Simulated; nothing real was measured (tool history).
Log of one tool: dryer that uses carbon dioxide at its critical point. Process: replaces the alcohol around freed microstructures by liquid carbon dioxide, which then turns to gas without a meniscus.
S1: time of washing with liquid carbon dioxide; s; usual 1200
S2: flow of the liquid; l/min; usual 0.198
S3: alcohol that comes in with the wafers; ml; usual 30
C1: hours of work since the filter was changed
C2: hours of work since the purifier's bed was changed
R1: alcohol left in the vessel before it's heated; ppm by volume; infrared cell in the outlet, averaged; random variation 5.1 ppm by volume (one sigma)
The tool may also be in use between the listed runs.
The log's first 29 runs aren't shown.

run     day    S1     S2   S3   C1   C2    R1
 30   9.967  1200  0.258   51   51  344    65
 31  10.446  1260  0.258   51   59  351    59
 32  10.850  1260  0.236   51   65  358    83
 33  11.158  1260  0.236   51   70  362    85
 34  11.488  1260  0.325   71   75  368    64
 35  11.883  1380  0.198  100   81  374   154
 36  12.367  1380  0.198  100   89  381   171
 37  12.817  1080  0.138   35   96  388  1237
 38  13.229  1080  0.138   21  102  395   763
 39  13.717   960  0.127   67  110  402  4761
 40  14.142  1200  0.153   41  116  409   594
 41  14.600  1200  0.153   41  123  416   598
 42  15.058  1920  0.153   72  131  423   120
 43  15.358  1920  0.127   72  135  428   263
 44  15.638  1200  0.198   28  140  432   150
 45  15.875  1200  0.198   28  143  436   151
 46  16.225  1080  0.198   30  149  442   248

Forecast each of these 3 alternatives for the next run:
  A  16.517  1200  0.198   95  153  446   ?
  B  16.517  1860  0.187   30  153  446   ?
  C  16.517  1860  0.205  117  153  446   ?

run   R1
  A  370
  B   74
  C   71
Without the tool's hidden state the same runs would have given:
run   R1
  A  236
  B    8
  C    5
